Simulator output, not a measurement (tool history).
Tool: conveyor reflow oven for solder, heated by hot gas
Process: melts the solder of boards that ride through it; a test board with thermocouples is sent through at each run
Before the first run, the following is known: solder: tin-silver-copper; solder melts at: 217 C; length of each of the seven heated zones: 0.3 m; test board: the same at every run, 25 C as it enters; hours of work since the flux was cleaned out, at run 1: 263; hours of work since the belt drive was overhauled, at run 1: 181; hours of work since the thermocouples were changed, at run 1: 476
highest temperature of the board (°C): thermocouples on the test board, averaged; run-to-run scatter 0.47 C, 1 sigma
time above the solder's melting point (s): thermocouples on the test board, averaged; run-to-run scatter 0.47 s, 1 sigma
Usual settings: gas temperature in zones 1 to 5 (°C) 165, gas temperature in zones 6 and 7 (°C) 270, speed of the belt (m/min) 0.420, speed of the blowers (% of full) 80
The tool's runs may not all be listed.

run	hour	gas temperature in zones 1 to 5 (°C)	gas temperature in zones 6 and 7 (°C)	speed of the belt (m/min)	speed of the blowers (% of full)	hours of work since the flux was cleaned out	hours of work since the belt drive was overhauled	hours of work since the thermocouples were changed	highest temperature of the board (°C)	time above the solder's melting point (s)
1	0.0	165	270	0.420	80	263	181	476	255.5	63.5
2	87.9	165	270	0.420	80	327	245	540	254.8	63.5
3	137.5	167	270	0.420	80	363	282	576	253.9	64.6
# hour 200.0: flux residue cleaned out of gas plates and filters
4	215.6	180	270	0.420	80	11	335	629	255.7	69.0
# hour 256.9: thermocouples of zones 6 and 7 changed
5	257.3	165	270	0.420	54	40	364	0	245.4	52.0
6	305.0	165	270	0.420	86	75	399	35	251.6	61.1
7	353.3	165	270	0.408	80	111	434	70	252.5	62.5
8	412.0	165	270	0.408	80	154	477	113	251.4	62.6
# hour 473.8: flux residue cleaned out of gas plates and filters, once more
9	496.7	165	270	0.408	80	17	535	172	258.6	69.0
10	556.4	171	270	0.385	80	60	579	215	260.4	77.9
11	640.7	165	270	0.347	57	122	641	277	257.0	80.8
12	722.0	165	270	0.347	57	181	700	336	257.3	80.4
13	761.1	157	270	0.453	78	210	729	365	252.2	54.3
# hour 781.6: belt drive overhauled, speed set with a stopwatch
14	808.8	157	270	0.453	68	242	20	397	248.4	48.9
15	877.1	157	270	0.453	68	292	70	447	247.3	49.0
16	953.1	157	270	0.420	80	347	125	502	253.8	60.2
17	1022.5	157	270	0.420	80	398	176	553	253.7	59.3
# hour 1031.7: flux residue cleaned out of gas plates and filters
18	1065.6	165	261	0.420	61	25	204	581	245.3	55.1

What if the next run were any one of these 4? Each begins from the tool's condition after run 18:
A	1109.8	165	282	0.450	61	57	236	613	?	?
B	1109.8	165	268	0.420	82	57	236	613	?	?
C	1109.8	155	275	0.420	50	57	236	613	?	?
D	1109.8	160	261	0.389	84	57	236	613	?	?

run	highest temperature of the board (°C)	time above the solder's melting point (s)
A	260.2	62.1
B	256.4	64.6
C	249.9	55.5
D	252.5	65.9
With no hidden state in the tool, these same runs would have given:
run	highest temperature of the board (°C)	time above the solder's melting point (s)
A	259.4	61.4
B	255.6	64.0
C	249.0	54.6
D	251.6	65.2
